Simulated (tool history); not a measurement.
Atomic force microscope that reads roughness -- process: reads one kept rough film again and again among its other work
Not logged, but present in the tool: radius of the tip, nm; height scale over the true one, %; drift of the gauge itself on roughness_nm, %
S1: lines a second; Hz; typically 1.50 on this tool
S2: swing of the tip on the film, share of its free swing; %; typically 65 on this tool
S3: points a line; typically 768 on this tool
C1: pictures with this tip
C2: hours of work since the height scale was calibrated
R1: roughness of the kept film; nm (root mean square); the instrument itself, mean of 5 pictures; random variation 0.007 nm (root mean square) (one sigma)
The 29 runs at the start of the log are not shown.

run    hour    S1  S2   S3   C1   C2     R1
 30   912.7  0.72  62  286   83  175  1.254
      935.2  -- new tip fitted
 31   943.9  0.72  80  924   11  191  1.393
 32   971.7  3.41  66  768   46  205  1.236
 33   993.7  3.41  66  768   74  216  1.170
 34  1014.0  3.41  69  768  100  227  1.110
     1023.6  -- new tip fitted
 35  1038.7  3.41  69  640   19  239  1.283
 36  1067.0  3.71  89  491   55  253  0.959
 37  1086.7  3.71  89  491   80  263  0.938
 38  1108.2  1.23  57  412  107  274  1.201
     1113.8  -- new tip fitted
 39  1143.4  1.23  57  412   38  292  1.333
 40  1179.3  1.52  67  289   83  310  1.180
 41  1196.8  1.52  67  289  105  319  1.131
     1201.3  -- new tip fitted
 42  1216.5  1.52  67  289   19  329  1.341
 43  1250.6  0.64  70  470   62  346  1.288
 44  1275.0  0.51  60  535   93  358  1.244
     1289.1  -- new tip fitted
 45  1310.7  0.51  60  535   27  376  1.415
 46  1339.1  1.71  70  685   63  391  1.252
 47  1372.2  3.18  63  751  105  407  1.141
     1378.9  -- new tip fitted
 48  1389.6  0.76  65  428   13  416  1.418
 49  1409.1  1.01  65  688   38  426  1.355
 50  1435.4  1.01  65  688   71  439  1.281
     1466.8  -- new tip fitted
 51  1476.8  1.50  65  471   13  460  1.388

Alternative continuations, all from the tool just after run 51; predict every row:
  A  1506.3  0.76  65  542  50  475   ?
  B  1506.3  3.41  65  780  50  475   ?
  C  1506.3  1.07  65  315  50  475   ?

run     R1
  A  1.333
  B  1.238
  C  1.296
Without the tool's unlogged condition, the same runs would have read:
run     R1
  A  1.475
  B  1.370
  C  1.434

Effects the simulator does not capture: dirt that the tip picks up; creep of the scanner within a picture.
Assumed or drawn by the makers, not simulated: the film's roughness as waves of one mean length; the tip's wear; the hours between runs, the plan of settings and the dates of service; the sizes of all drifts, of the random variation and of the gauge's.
